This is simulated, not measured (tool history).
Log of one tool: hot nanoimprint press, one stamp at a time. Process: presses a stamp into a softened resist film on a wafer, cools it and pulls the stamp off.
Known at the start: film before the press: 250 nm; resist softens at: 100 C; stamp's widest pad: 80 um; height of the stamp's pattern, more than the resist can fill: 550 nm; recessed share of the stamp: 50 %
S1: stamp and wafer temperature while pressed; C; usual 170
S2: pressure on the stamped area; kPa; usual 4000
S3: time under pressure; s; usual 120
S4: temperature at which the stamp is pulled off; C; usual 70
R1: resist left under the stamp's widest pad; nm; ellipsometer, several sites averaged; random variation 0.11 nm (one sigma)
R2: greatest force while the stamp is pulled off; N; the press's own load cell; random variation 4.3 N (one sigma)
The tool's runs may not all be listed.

run,hour,S1,S2,S3,S4,R1,R2
1,0.0,170,4000,120,70,123.3,239
2,19.0,172,4000,120,70,115.6,239
3,30.7,170,4000,120,70,123.3,244
4,47.2,170,4000,120,70,123.0,238
5,62.8,170,4000,120,70,123.4,236
6,84.4,170,4000,120,70,123.0,236
7,97.9,170,5090,120,70,111.3,239
8,114.6,170,5090,120,70,111.0,240
9,132.2,163,4000,120,63,152.2,291
10,144.8,163,4000,120,63,152.0,300
11,161.4,163,4000,120,63,152.1,291
12,171.3,163,5730,77,63,154.2,286
13,184.1,163,5860,77,74,152.8,207

Forecast each of these 3 alternatives for the next run:
A,202.5,161,4330,77,74,?,?
B,202.5,172,4000,134,70,?,?
C,202.5,163,5860,103,74,?,?

run,R1,R2
A,176.7,219
B,110.9,241
C,139.1,221
Without the tool's hidden state the same runs would have given:
run,R1,R2
A,176.7,217
B,110.8,239
C,139.0,219
